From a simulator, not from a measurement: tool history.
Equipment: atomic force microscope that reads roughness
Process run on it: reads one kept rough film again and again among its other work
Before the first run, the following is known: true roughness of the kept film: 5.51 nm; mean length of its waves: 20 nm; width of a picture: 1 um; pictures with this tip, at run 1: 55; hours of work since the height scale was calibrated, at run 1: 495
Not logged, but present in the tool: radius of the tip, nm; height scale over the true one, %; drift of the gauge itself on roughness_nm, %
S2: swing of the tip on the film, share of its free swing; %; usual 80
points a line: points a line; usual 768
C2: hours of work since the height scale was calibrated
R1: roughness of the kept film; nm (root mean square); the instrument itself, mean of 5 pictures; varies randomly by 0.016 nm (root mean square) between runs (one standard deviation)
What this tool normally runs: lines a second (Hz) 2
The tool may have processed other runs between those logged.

{"run": 1, "hour": 0.0, "lines a second (Hz)": 2, "S2": 80, "points a line": 768, "pictures with this tip": 55, "C2": 495, "R1": 2.997}
{"run": 2, "hour": 24.7, "lines a second (Hz)": 2, "S2": 80, "points a line": 768, "pictures with this tip": 93, "C2": 513, "R1": 2.663}
{"run": 3, "hour": 46.7, "lines a second (Hz)": 2, "S2": 76, "points a line": 768, "pictures with this tip": 126, "C2": 529, "R1": 2.46}
{"hour": 63.5, "done": "new tip fitted"}
{"run": 4, "hour": 83.1, "lines a second (Hz)": 2, "S2": 72, "points a line": 768, "pictures with this tip": 30, "C2": 555, "R1": 3.465}
{"run": 5, "hour": 133.8, "lines a second (Hz)": 2, "S2": 80, "points a line": 768, "pictures with this tip": 107, "C2": 592, "R1": 2.562}
{"hour": 161.0, "done": "new tip fitted"}
{"run": 6, "hour": 164.4, "lines a second (Hz)": 2, "S2": 80, "points a line": 768, "pictures with this tip": 5, "C2": 614, "R1": 3.715}
{"run": 7, "hour": 196.5, "lines a second (Hz)": 2, "S2": 80, "points a line": 768, "pictures with this tip": 54, "C2": 638, "R1": 3.105}
{"run": 8, "hour": 235.2, "lines a second (Hz)": 2, "S2": 80, "points a line": 768, "pictures with this tip": 113, "C2": 666, "R1": 2.533}
{"hour": 257.7, "done": "new tip fitted"}
{"run": 9, "hour": 272.4, "lines a second (Hz)": 2, "S2": 80, "points a line": 768, "pictures with this tip": 23, "C2": 693, "R1": 3.402}
{"run": 10, "hour": 303.7, "lines a second (Hz)": 2, "S2": 80, "points a line": 768, "pictures with this tip": 70, "C2": 716, "R1": 2.872}
{"run": 11, "hour": 335.2, "lines a second (Hz)": 1.51, "S2": 80, "points a line": 768, "pictures with this tip": 118, "C2": 739, "R1": 2.526}
{"hour": 353.1, "done": "new tip fitted"}
{"run": 12, "hour": 380.4, "lines a second (Hz)": 1.51, "S2": 80, "points a line": 768, "pictures with this tip": 41, "C2": 772, "R1": 3.26}
{"run": 13, "hour": 424.3, "lines a second (Hz)": 1.51, "S2": 80, "points a line": 768, "pictures with this tip": 108, "C2": 804, "R1": 2.59}
{"hour": 450.4, "done": "new tip fitted"}
{"run": 14, "hour": 463.5, "lines a second (Hz)": 3.34, "S2": 80, "points a line": 503, "pictures with this tip": 20, "C2": 832, "R1": 3.247}
{"run": 15, "hour": 515.8, "lines a second (Hz)": 1, "S2": 80, "points a line": 371, "pictures with this tip": 100, "C2": 870, "R1": 2.704}
{"hour": 546.6, "done": "new tip fitted"}
{"run": 16, "hour": 561.8, "lines a second (Hz)": 1.37, "S2": 65, "points a line": 498, "pictures with this tip": 23, "C2": 903, "R1": 3.709}
{"run": 17, "hour": 595.3, "lines a second (Hz)": 3.38, "S2": 67, "points a line": 569, "pictures with this tip": 74, "C2": 928, "R1": 2.913}
{"run": 18, "hour": 632.5, "lines a second (Hz)": 2.79, "S2": 63, "points a line": 711, "pictures with this tip": 131, "C2": 955, "R1": 2.522}
{"hour": 641.5, "done": "new tip fitted"}
{"run": 19, "hour": 669.4, "lines a second (Hz)": 1.52, "S2": 80, "points a line": 448, "pictures with this tip": 42, "C2": 982, "R1": 3.174}
{"run": 20, "hour": 708.3, "lines a second (Hz)": 1.89, "S2": 80, "points a line": 625, "pictures with this tip": 101, "C2": 1010, "R1": 2.52}
{"hour": 737.7, "done": "new tip fitted"}
{"run": 21, "hour": 759.4, "lines a second (Hz)": 2.25, "S2": 80, "points a line": 705, "pictures with this tip": 33, "C2": 1047, "R1": 3.213}
{"run": 22, "hour": 802.6, "lines a second (Hz)": 0.59, "S2": 62, "points a line": 768, "pictures with this tip": 99, "C2": 1079, "R1": 2.851}
{"hour": 832.4, "done": "new tip fitted"}
{"run": 23, "hour": 836.7, "lines a second (Hz)": 1.16, "S2": 75, "points a line": 768, "pictures with this tip": 6, "C2": 1103, "R1": 3.938}
{"run": 24, "hour": 888.3, "lines a second (Hz)": 1.16, "S2": 75, "points a line": 768, "pictures with this tip": 85, "C2": 1141, "R1": 2.975}
{"run": 25, "hour": 915.2, "lines a second (Hz)": 1.16, "S2": 75, "points a line": 768, "pictures with this tip": 126, "C2": 1161, "R1": 2.587}
{"hour": 929.7, "done": "new tip fitted"}
{"run": 26, "hour": 949.6, "lines a second (Hz)": 0.7, "S2": 58, "points a line": 353, "pictures with this tip": 30, "C2": 1185, "R1": 3.556}

5 ways to go on from here, each from the tool as it stands after run 26. What would each give?
{"run": "A", "hour": 977.9, "lines a second (Hz)": 1.14, "S2": 76, "points a line": 411, "pictures with this tip": 74, "C2": 1206, "R1": "?"}
{"run": "B", "hour": 977.9, "lines a second (Hz)": 2.07, "S2": 86, "points a line": 651, "pictures with this tip": 74, "C2": 1206, "R1": "?"}
{"run": "C", "hour": 977.9, "lines a second (Hz)": 0.69, "S2": 60, "points a line": 353, "pictures with this tip": 74, "C2": 1206, "R1": "?"}
{"run": "D", "hour": 977.9, "lines a second (Hz)": 0.57, "S2": 64, "points a line": 768, "pictures with this tip": 74, "C2": 1206, "R1": "?"}
{"run": "E", "hour": 977.9, "lines a second (Hz)": 1.17, "S2": 65, "points a line": 669, "pictures with this tip": 74, "C2": 1206, "R1": "?"}

run=A R1=2.868
run=B R1=2.605
run=C R1=3.004
run=D R1=3.045
run=E R1=2.971
The same runs, with their run-to-run variation unchanged, on a tool lacking any hidden condition would have given:
run=A R1=4.024
run=B R1=3.654
run=C R1=4.21
run=D R1=4.268
run=E R1=4.165
